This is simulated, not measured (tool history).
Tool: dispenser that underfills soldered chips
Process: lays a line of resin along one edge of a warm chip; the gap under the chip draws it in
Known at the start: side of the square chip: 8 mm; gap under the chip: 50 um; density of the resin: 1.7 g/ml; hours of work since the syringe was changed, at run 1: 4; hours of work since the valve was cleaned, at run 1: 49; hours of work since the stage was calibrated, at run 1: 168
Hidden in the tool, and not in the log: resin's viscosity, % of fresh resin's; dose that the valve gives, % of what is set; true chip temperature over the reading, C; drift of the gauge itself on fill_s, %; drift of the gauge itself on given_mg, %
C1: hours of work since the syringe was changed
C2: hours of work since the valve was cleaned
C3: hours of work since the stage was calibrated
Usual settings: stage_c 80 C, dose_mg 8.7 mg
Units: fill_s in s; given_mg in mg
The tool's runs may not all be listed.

run 1 hour=0 | stage_c=80 dose_mg=8.7 | C1=4 C2=49 C3=168 | fill_s=129.5 given_mg=8.5
run 2 hour=4.5 | stage_c=80 dose_mg=8.7 | C1=7 C2=52 C3=171 | fill_s=166.7 given_mg=8.54
-- hour=9.6 dispensing valve cleaned and set on the balance
run 3 hour=10.7 | stage_c=80 dose_mg=7.93 | C1=10 C2=1 C3=174 | fill_s=224.4 given_mg=7.93
-- hour=13.7 new syringe of resin
run 4 hour=16.9 | stage_c=80 dose_mg=7.93 | C1=2 C2=5 C3=178 | fill_s=111.4 given_mg=7.93
run 5 hour=22.9 | stage_c=80 dose_mg=8.7 | C1=6 C2=8 C3=182 | fill_s=153.2 given_mg=8.69
run 6 hour=30.7 | stage_c=90 dose_mg=8.7 | C1=11 C2=13 C3=187 | fill_s=161.4 given_mg=8.67
-- hour=31.7 new syringe of resin
run 7 hour=39 | stage_c=90 dose_mg=8.7 | C1=5 C2=19 C3=192 | fill_s=97.2 given_mg=8.61
run 8 hour=44.9 | stage_c=90 dose_mg=8.7 | C1=9 C2=22 C3=196 | fill_s=132.5 given_mg=8.68
-- hour=49.9 new syringe of resin
run 9 hour=49.9 | stage_c=94 dose_mg=8.7 | C1=0 C2=25 C3=199 | fill_s=54.3 given_mg=8.61
run 10 hour=55.4 | stage_c=94 dose_mg=8.7 | C1=4 C2=29 C3=203 | fill_s=74.5 given_mg=8.6
run 11 hour=61.3 | stage_c=94 dose_mg=8.7 | C1=7 C2=33 C3=206 | fill_s=106.6 given_mg=8.57
run 12 hour=66.1 | stage_c=95 dose_mg=8.7 | C1=10 C2=36 C3=209 | fill_s=132.4 given_mg=8.58
-- hour=68.2 new syringe of resin
run 13 hour=70.3 | stage_c=89 dose_mg=8.7 | C1=1 C2=38 C3=212 | fill_s=70.3 given_mg=8.6
run 14 hour=75.2 | stage_c=89 dose_mg=8.49 | C1=4 C2=42 C3=215 | fill_s=96 given_mg=8.41
run 15 hour=82.4 | stage_c=89 dose_mg=8.49 | C1=9 C2=46 C3=220 | fill_s=142 given_mg=8.35
-- hour=86.5 new syringe of resin
run 16 hour=86.9 | stage_c=82 dose_mg=8.49 | C1=0 C2=49 C3=222 | fill_s=84.5 given_mg=8.33
run 17 hour=93.1 | stage_c=82 dose_mg=8.49 | C1=4 C2=53 C3=226 | fill_s=121.6 given_mg=8.38
-- hour=97.1 dispensing valve cleaned and set on the balance
run 18 hour=103.3 | stage_c=82 dose_mg=7.45 | C1=10 C2=4 C3=232 | fill_s=212.7 given_mg=7.43
-- hour=105.7 new syringe of resin
run 19 hour=108.4 | stage_c=90 dose_mg=9.93 | C1=2 C2=7 C3=236 | fill_s=69.9 given_mg=9.85
run 20 hour=113.2 | stage_c=90 dose_mg=9.93 | C1=5 C2=10 C3=239 | fill_s=94.7 given_mg=9.91
run 21 hour=121.8 | stage_c=90 dose_mg=9.93 | C1=10 C2=16 C3=244 | fill_s=154.9 given_mg=9.84
-- hour=124 new syringe of resin
run 22 hour=129 | stage_c=90 dose_mg=9.93 | C1=3 C2=20 C3=249 | fill_s=83.7 given_mg=9.85
run 23 hour=138.1 | stage_c=81 dose_mg=9.43 | C1=9 C2=26 C3=254 | fill_s=192.4 given_mg=9.32
-- hour=142.7 new syringe of resin
run 24 hour=143.5 | stage_c=81 dose_mg=9.43 | C1=1 C2=29 C3=258 | fill_s=91.3 given_mg=9.26
run 25 hour=151.7 | stage_c=81 dose_mg=9.43 | C1=6 C2=35 C3=263 | fill_s=145.8 given_mg=9.27
run 26 hour=156.9 | stage_c=83 dose_mg=10.79 | C1=9 C2=38 C3=266 | fill_s=177.5 given_mg=10.62
-- hour=160.7 new syringe of resin
run 27 hour=163.6 | stage_c=91 dose_mg=8.16 | C1=2 C2=42 C3=271 | fill_s=71.5 given_mg=8.02
run 28 hour=167.6 | stage_c=93 dose_mg=9.34 | C1=4 C2=45 C3=273 | fill_s=82.3 given_mg=9.23
run 29 hour=171.6 | stage_c=72 dose_mg=7.66 | C1=7 C2=47 C3=276 | fill_s=240.4 given_mg=7.49
run 30 hour=176.1 | stage_c=66 dose_mg=8.7 | C1=10 C2=50 C3=279 | fill_s=384.9 given_mg=8.58
-- hour=179 new syringe of resin
run 31 hour=182.1 | stage_c=66 dose_mg=8.7 | C1=2 C2=54 C3=282 | fill_s=196.1 given_mg=8.51
-- hour=184.5 dispensing valve cleaned and set on the balance
run 32 hour=188.1 | stage_c=66 dose_mg=8.7 | C1=5 C2=2 C3=285 | fill_s=255.5 given_mg=8.58
run 33 hour=197.3 | stage_c=94 dose_mg=9.13 | C1=11 C2=8 C3=291 | fill_s=145 given_mg=9.02
-- hour=198.4 new syringe of resin
run 34 hour=205.3 | stage_c=75 dose_mg=7.92 | C1=4 C2=13 C3=296 | fill_s=163.7 given_mg=7.83

Measured less the same run without the tool's hidden state. The same run-to-run variation is in both; the gauge's scatter may not be:
run=1 fill_s=+35.1 given_mg=-0.17
run=2 fill_s=+72.9 given_mg=-0.18
run=3 fill_s=+130.7 given_mg=-0.01
run=4 fill_s=+15.9 given_mg=-0.02
run=5 fill_s=+59.9 given_mg=-0.03
run=6 fill_s=+99 given_mg=-0.04
run=7 fill_s=+32.1 given_mg=-0.06
run=8 fill_s=+69.6 given_mg=-0.07
run=9 fill_s=-0.6 given_mg=-0.08
run=10 fill_s=+19.7 given_mg=-0.09
run=11 fill_s=+50.5 given_mg=-0.1
run=12 fill_s=+79.4 given_mg=-0.11
run=13 fill_s=+5 given_mg=-0.11
run=14 fill_s=+28.9 given_mg=-0.12
run=15 fill_s=+76.4 given_mg=-0.14
run=16 fill_s=-1.8 given_mg=-0.15
run=17 fill_s=+34.4 given_mg=-0.16
run=18 fill_s=+122.9 given_mg=-0.02
run=19 fill_s=+8.4 given_mg=-0.03
run=20 fill_s=+31.5 given_mg=-0.04
run=21 fill_s=+91.5 given_mg=-0.06
run=22 fill_s=+18.5 given_mg=-0.08
run=23 fill_s=+103.2 given_mg=-0.1
run=24 fill_s=+1.7 given_mg=-0.11
run=25 fill_s=+56.4 given_mg=-0.12
run=26 fill_s=+97.2 given_mg=-0.15
run=27 fill_s=+8.4 given_mg=-0.13
run=28 fill_s=+24.8 given_mg=-0.16
run=29 fill_s=+106.3 given_mg=-0.13
run=30 fill_s=+218.6 given_mg=-0.16
run=31 fill_s=+26.8 given_mg=-0.17
run=32 fill_s=+89.5 given_mg=-0.05
run=33 fill_s=+89.8 given_mg=-0.07
run=34 fill_s=+46.8 given_mg=-0.07
